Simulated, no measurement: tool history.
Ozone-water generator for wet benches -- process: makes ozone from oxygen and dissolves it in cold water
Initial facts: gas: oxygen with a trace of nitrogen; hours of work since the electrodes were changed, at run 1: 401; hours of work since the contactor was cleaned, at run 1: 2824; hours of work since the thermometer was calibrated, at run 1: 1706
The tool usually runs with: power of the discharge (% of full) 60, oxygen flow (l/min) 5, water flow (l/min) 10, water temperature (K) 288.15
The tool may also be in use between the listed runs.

run	hour	power of the discharge (% of full)	oxygen flow (l/min)	water flow (l/min)	water temperature (K)	hours of work since the electrodes were changed	hours of work since the contactor was cleaned	hours of work since the thermometer was calibrated	dissolved ozone (ppm)	ozone in the gas ahead of the water (g/m3)
1	0	60	5	10	288.15	401	2824	1706	19.5	172.1
2	32.5	60	5	10	288.15	429	2851	1733	19.6	169.9
3	62.2	60	5	10	288.15	453	2876	1758	19.5	170.4
4	88.3	60	5	9	288.15	475	2898	1780	20.8	168.7
5	118.8	60	5	9	288.15	501	2923	1805	21.2	170
6	150.5	60	5	12	288.15	528	2950	1832	17.5	168.4
# hour 155.8: contactor cleaned
7	174.1	60	5	12	288.15	544	15	1848	16.7	168.5
8	202.8	46	5	12	290.15	568	39	1872	13.9	141.6
# hour 235.5: contactor cleaned, once more
9	237.2	46	5	12	290.15	594	1	1898	14.4	142.9

For run 10, what comes out?
10	266	43	5	14	288.15	618	26	1922	?	?

Logged for run 10: dissolved ozone (ppm) 12.8, ozone in the gas ahead of the water (g/m3) 136.2.
The same run, on a tool lacking any hidden state, would have yielded dissolved ozone (ppm) 13, ozone in the gas ahead of the water (g/m3) 136.5.

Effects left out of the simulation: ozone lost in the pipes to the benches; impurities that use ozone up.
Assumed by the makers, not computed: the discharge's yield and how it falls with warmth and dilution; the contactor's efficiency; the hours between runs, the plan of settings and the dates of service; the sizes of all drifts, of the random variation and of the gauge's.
